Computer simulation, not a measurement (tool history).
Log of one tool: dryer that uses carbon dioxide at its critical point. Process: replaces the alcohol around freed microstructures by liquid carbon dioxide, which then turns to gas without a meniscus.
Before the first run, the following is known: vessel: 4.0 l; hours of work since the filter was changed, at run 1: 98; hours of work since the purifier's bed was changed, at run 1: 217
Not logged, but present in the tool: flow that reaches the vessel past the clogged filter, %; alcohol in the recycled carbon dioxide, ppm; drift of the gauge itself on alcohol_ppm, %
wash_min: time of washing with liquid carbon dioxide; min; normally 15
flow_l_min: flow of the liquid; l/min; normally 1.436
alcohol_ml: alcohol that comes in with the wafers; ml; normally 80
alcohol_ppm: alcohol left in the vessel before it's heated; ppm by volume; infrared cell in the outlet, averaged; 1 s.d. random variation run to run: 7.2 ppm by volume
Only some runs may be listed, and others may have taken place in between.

| run | hour | wash_min | flow_l_min | alcohol_ml | hours of work since the filter was changed | hours of work since the purifier's bed was changed | alcohol_ppm |
|---|---|---|---|---|---|---|---|
| 1 | 0.0 | 15 | 1.436 | 80 | 98 | 217 | 438 |
| 2 | 10.0 | 21 | 1.436 | 80 | 103 | 222 | 143 |
| 3 | 19.5 | 15 | 1.436 | 80 | 107 | 227 | 428 |
| 4 | 28.8 | 15 | 1.436 | 80 | 112 | 231 | 449 |
| 5 | 43.7 | 15 | 1.436 | 80 | 119 | 239 | 450 |
| 6 | 52.1 | 15 | 1.436 | 80 | 124 | 243 | 441 |
| 7 | 60.7 | 15 | 1.600 | 80 | 128 | 247 | 316 |
| 8 | 70.3 | 15 | 1.600 | 80 | 133 | 252 | 316 |
| 9 | 80.0 | 15 | 1.600 | 80 | 138 | 257 | 314 |
| 10 | 94.3 | 15 | 1.600 | 80 | 145 | 264 | 312 |
| 11 | 105.1 | 15 | 1.600 | 80 | 150 | 269 | 317 |
| 12 | 119.8 | 15 | 1.600 | 80 | 157 | 277 | 321 |
| 13 | 133.2 | 15 | 1.436 | 80 | 164 | 283 | 459 |
| 14 | 144.1 | 16 | 1.436 | 80 | 169 | 289 | 380 |
| 15 | 154.0 | 16 | 1.436 | 80 | 174 | 294 | 382 |
| 16 | 161.5 | 15 | 1.436 | 21 | 178 | 297 | 189 |
| 17 | 172.7 | 15 | 1.436 | 21 | 184 | 303 | 184 |
| 18 | 188.1 | 15 | 1.436 | 21 | 191 | 311 | 188 |
| 19 | 197.9 | 15 | 1.436 | 21 | 196 | 316 | 186 |
| 20 | 205.7 | 18 | 1.436 | 80 | 200 | 319 | 277 |
| 21 | 214.4 | 18 | 1.436 | 80 | 205 | 324 | 274 |
| 22 | 226.1 | 15 | 1.436 | 83 | 210 | 330 | 491 |
| 23 | 241.5 | 10 | 1.436 | 80 | 218 | 337 | 1588 |
| 24 | 247.9 | 9 | 1.436 | 80 | 221 | 340 | 1988 |
| 25 | 256.9 | 16 | 1.190 | 85 | 226 | 345 | 763 |
| 26 | 270.2 | 17 | 1.230 | 31 | 232 | 352 | 292 |
| 27 | 277.6 | 17 | 1.230 | 74 | 236 | 355 | 529 |
| 28 | 292.3 | 17 | 1.230 | 74 | 243 | 363 | 536 |
| 29 | 307.8 | 24 | 0.960 | 98 | 251 | 370 | 499 |
| 30 | 317.5 | 10 | 0.960 | 26 | 256 | 375 | 1292 |
| 31 | 326.9 | 20 | 1.430 | 24 | 261 | 380 | 154 |
| 32 | 338.2 | 20 | 1.430 | 24 | 266 | 385 | 145 |
| 33 | 347.9 | 20 | 1.430 | 24 | 271 | 390 | 156 |
| 34 | 359.5 | 14 | 1.880 | 71 | 277 | 396 | 273 |
| 35 | 370.3 | 14 | 1.230 | 51 | 282 | 401 | 711 |
| 36 | 386.2 | 23 | 1.436 | 100 | 290 | 409 | 192 |
| 37 | 399.8 | 23 | 1.436 | 100 | 297 | 416 | 198 |
| 38 | 409.5 | 23 | 1.436 | 100 | 302 | 421 | 203 |
| 39 | 425.4 | 22 | 1.350 | 85 | 310 | 429 | 233 |
| 40 | 434.7 | 13 | 1.280 | 57 | 314 | 434 | 851 |

Estimate the outcome of run 41 from the log above:
| 41 | 444.4 | 14 | 1.820 | 80 | 319 | 438 | ? |

Run 41 came out at alcohol_ppm 329 ppm by volume.
If the tool had no hidden condition, the same run with the same run-to-run variation would have returned alcohol_ppm 158 ppm by volume.

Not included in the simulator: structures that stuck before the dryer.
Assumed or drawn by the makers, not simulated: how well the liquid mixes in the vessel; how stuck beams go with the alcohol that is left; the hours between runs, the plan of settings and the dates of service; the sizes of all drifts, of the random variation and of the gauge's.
